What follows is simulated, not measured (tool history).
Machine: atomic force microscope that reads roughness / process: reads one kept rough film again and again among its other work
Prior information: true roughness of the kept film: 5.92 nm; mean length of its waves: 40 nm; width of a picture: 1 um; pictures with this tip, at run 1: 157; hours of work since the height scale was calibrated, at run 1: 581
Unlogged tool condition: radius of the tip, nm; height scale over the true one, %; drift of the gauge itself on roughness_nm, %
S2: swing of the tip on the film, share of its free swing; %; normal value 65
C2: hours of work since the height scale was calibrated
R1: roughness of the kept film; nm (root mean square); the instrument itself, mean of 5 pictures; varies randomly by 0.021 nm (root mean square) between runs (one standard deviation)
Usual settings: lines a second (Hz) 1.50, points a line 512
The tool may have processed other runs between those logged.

Run 1, day 0.000: usual settings; pictures with this tip 157; C2 581. Result: R1 4.433 nm (root mean square).
Run 2, day 0.567: usual settings but points a line 371; pictures with this tip 173; C2 591. Result: R1 4.347 nm (root mean square).
At day 1.012: new tip fitted.
Run 3, day 1.133: usual settings but points a line 371; pictures with this tip 3; C2 600. Result: R1 5.150 nm (root mean square).
Run 4, day 2.117: usual settings but points a line 371; pictures with this tip 32; C2 617. Result: R1 4.992 nm (root mean square).
Run 5, day 2.888: usual settings but points a line 371; pictures with this tip 54; C2 630. Result: R1 4.909 nm (root mean square).
Run 6, day 3.567: usual settings; pictures with this tip 73; C2 642. Result: R1 4.811 nm (root mean square).
Run 7, day 4.442: usual settings but lines a second (Hz) 1.00; pictures with this tip 98; C2 657. Result: R1 4.838 nm (root mean square).
Run 8, day 5.229: usual settings but lines a second (Hz) 1.00, points a line 364; pictures with this tip 121; C2 670. Result: R1 4.747 nm (root mean square).
Run 9, day 5.933: usual settings but lines a second (Hz) 1.00, points a line 364; pictures with this tip 141; C2 682. Result: R1 4.653 nm (root mean square).
Run 10, day 6.792: usual settings but points a line 573; pictures with this tip 165; C2 697. Result: R1 4.476 nm (root mean square).
Run 11, day 7.208: usual settings but points a line 573; pictures with this tip 177; C2 704. Result: R1 4.463 nm (root mean square).
At day 7.546: new tip fitted.
Run 12, day 7.854: usual settings but points a line 573; pictures with this tip 9; C2 715. Result: R1 5.113 nm (root mean square).
Run 13, day 8.625: usual settings but points a line 573; pictures with this tip 31; C2 728. Result: R1 5.008 nm (root mean square).
Run 14, day 9.196: usual settings but points a line 755; pictures with this tip 48; C2 738. Result: R1 4.922 nm (root mean square).
Run 15, day 9.688: usual settings but points a line 755; pictures with this tip 62; C2 746. Result: R1 4.872 nm (root mean square).
Run 16, day 10.608: usual settings but lines a second (Hz) 1.92, S2 75 %, points a line 755; pictures with this tip 88; C2 762. Result: R1 4.431 nm (root mean square).
Run 17, day 11.462: usual settings but lines a second (Hz) 1.49, S2 75 %, points a line 336; pictures with this tip 112; C2 776. Result: R1 4.465 nm (root mean square).
Run 18, day 12.321: usual settings but lines a second (Hz) 1.49, S2 75 %, points a line 336; pictures with this tip 137; C2 791. Result: R1 4.359 nm (root mean square).
Run 19, day 13.138: usual settings but points a line 702; pictures with this tip 160; C2 805. Result: R1 4.501 nm (root mean square).
Run 20, day 13.958: usual settings but points a line 702; pictures with this tip 184; C2 819. Result: R1 4.409 nm (root mean square).
At day 14.046: new tip fitted.
Run 21, day 14.850: usual settings but S2 74 %, points a line 275; pictures with this tip 23; C2 834. Result: R1 4.853 nm (root mean square).
Run 22, day 15.712: usual settings but lines a second (Hz) 1.52, S2 90 %, points a line 275; pictures with this tip 48; C2 849. Result: R1 4.236 nm (root mean square).
Run 23, day 16.450: usual settings but S2 77 %, points a line 904; pictures with this tip 69; C2 861. Result: R1 4.645 nm (root mean square).
Run 24, day 17.288: usual settings but S2 72 %, points a line 914; pictures with this tip 93; C2 876. Result: R1 4.620 nm (root mean square).
Run 25, day 17.900: usual settings but S2 72 %, points a line 914; pictures with this tip 110; C2 886. Result: R1 4.576 nm (root mean square).
Run 26, day 18.638: usual settings but lines a second (Hz) 3.54, S2 61 %, points a line 576; pictures with this tip 131; C2 899. Result: R1 4.398 nm (root mean square).
Run 27, day 19.146: usual settings but lines a second (Hz) 3.54, S2 61 %, points a line 576; pictures with this tip 146; C2 907. Result: R1 4.333 nm (root mean square).
Run 28, day 19.738: usual settings but lines a second (Hz) 0.94, points a line 439; pictures with this tip 163; C2 917. Result: R1 4.633 nm (root mean square).
At day 20.533: new tip fitted.
Run 29, day 20.546: usual settings but lines a second (Hz) 1.62, S2 68 %; pictures with this tip 0; C2 931. Result: R1 5.076 nm (root mean square).

For each entry between runs, how does the tool's hidden state at the last listed run before it compare with that at the first listed run after it?
From run 2 to run 3: new tip fitted (day 1.012)
  radius of the tip, nm: 19.1 -> 5.4; height scale over the true one, %: 0.14 -> 0.15
  measured value less the no-hidden-state value, R1: -0.827 -> -0.023 nm (root mean square)
From run 11 to run 12: new tip fitted (day 7.546)
  radius of the tip, nm: 17 -> 6
  measured value less the no-hidden-state value, R1: -0.717 -> -0.061 nm (root mean square)
From run 20 to run 21: new tip fitted (day 14.046)
  radius of the tip, nm: 17.8 -> 6.6
  measured value less the no-hidden-state value, R1: -0.758 -> -0.092 nm (root mean square)
From run 28 to run 29: new tip fitted (day 20.533)
  radius of the tip, nm: 16.1 -> 5.2; height scale over the true one, %: 0.28 -> 0.29
  measured value less the no-hidden-state value, R1: -0.685 -> +0.002 nm (root mean square)
